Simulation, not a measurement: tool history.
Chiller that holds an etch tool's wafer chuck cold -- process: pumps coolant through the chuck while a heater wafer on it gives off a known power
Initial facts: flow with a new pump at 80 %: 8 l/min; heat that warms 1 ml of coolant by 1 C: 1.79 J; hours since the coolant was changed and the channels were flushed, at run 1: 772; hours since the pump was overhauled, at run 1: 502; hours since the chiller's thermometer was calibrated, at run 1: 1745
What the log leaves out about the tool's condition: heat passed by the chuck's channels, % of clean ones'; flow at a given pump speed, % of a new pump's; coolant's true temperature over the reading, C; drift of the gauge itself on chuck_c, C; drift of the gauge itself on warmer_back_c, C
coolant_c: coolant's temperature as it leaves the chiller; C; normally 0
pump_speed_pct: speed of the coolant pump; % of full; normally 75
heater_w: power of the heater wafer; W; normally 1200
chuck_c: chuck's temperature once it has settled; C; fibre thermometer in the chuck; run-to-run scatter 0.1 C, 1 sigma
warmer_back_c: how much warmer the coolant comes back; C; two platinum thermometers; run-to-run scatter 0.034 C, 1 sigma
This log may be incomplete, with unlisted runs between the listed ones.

run,day,coolant_c,pump_speed_pct,heater_w,hours since the coolant was changed and the channels were flushed,hours since the pump was overhauled,hours since the chiller's thermometer was calibrated,chuck_c,warmer_back_c
1,0.000,0,75,1200,772,502,1745,13.4,5.46
2,1.108,9,75,1200,799,529,1771,22.6,5.40
3,2.062,9,75,1200,822,552,1794,22.7,5.42
4,2.883,6,75,1200,842,571,1814,19.7,5.50
5,4.450,6,75,1200,879,609,1852,19.5,5.41
6,5.929,6,75,1200,915,645,1887,19.6,5.45
7,6.662,6,75,1200,932,662,1905,19.7,5.46
8,8.221,6,75,1200,970,700,1942,19.6,5.44
9,9.083,6,66,1200,990,720,1963,20.7,6.24
10,10.633,6,66,1200,1028,757,2000,21.0,6.24
11,11.604,0,75,1200,1051,781,2023,13.7,5.43
12,12.504,0,75,1200,1072,802,2045,14.0,5.55
13,13.233,0,75,1200,1090,820,2062,13.6,5.45
14,14.646,0,75,1200,1124,854,2096,13.9,5.50
15,16.212,-9,75,1200,1162,891,2134,5.0,5.48
16,17.146,-9,79,1200,1184,914,2156,4.5,5.21
17,18.454,-9,79,1200,1215,945,2188,4.5,5.33
18,19.458,4,82,1250,1239,969,2212,17.9,5.31
19,20.450,-5,85,1200,1263,993,2236,8.0,4.83
20,21.150,5,85,739,1280,1010,2252,13.3,3.02
21,22.225,-8,74,1036,1306,1036,2278,4.3,4.88
22,23.438,-8,74,1036,1335,1065,2307,4.2,4.87
23,25.000,-4,72,624,1372,1102,2345,3.7,3.02
24,26.575,-4,72,624,1410,1140,2383,3.8,3.01
25,27.504,0,63,1062,1433,1162,2405,13.8,5.90
26,29.004,4,75,997,1469,1198,2441,15.8,4.66
27,30.525,9,70,620,1505,1235,2477,16.8,3.11
28,31.875,9,70,620,1537,1267,2510,16.9,3.16
29,33.338,-1,70,940,1573,1302,2545,10.8,4.72
30,34.638,9,96,693,1604,1334,2576,16.6,2.51
31,35.688,9,96,693,1629,1359,2601,16.5,2.51

Alternative continuations, all from the tool just after run 31; predict every row:
A,37.158,9,97,1046,1664,1394,2637,?,?
B,37.158,0,92,1200,1664,1394,2637,?,?
C,37.158,1,64,1292,1664,1394,2637,?,?
D,37.158,0,75,637,1664,1394,2637,?,?

run,chuck_c,warmer_back_c
A,20.0,3.80
B,12.8,4.60
C,17.6,7.01
D,7.9,2.99
Stripped of hidden state, with their random variation kept, the same runs would have yielded:
run,chuck_c,warmer_back_c
A,18.6,3.63
B,11.3,4.40
C,15.9,6.71
D,6.7,2.86
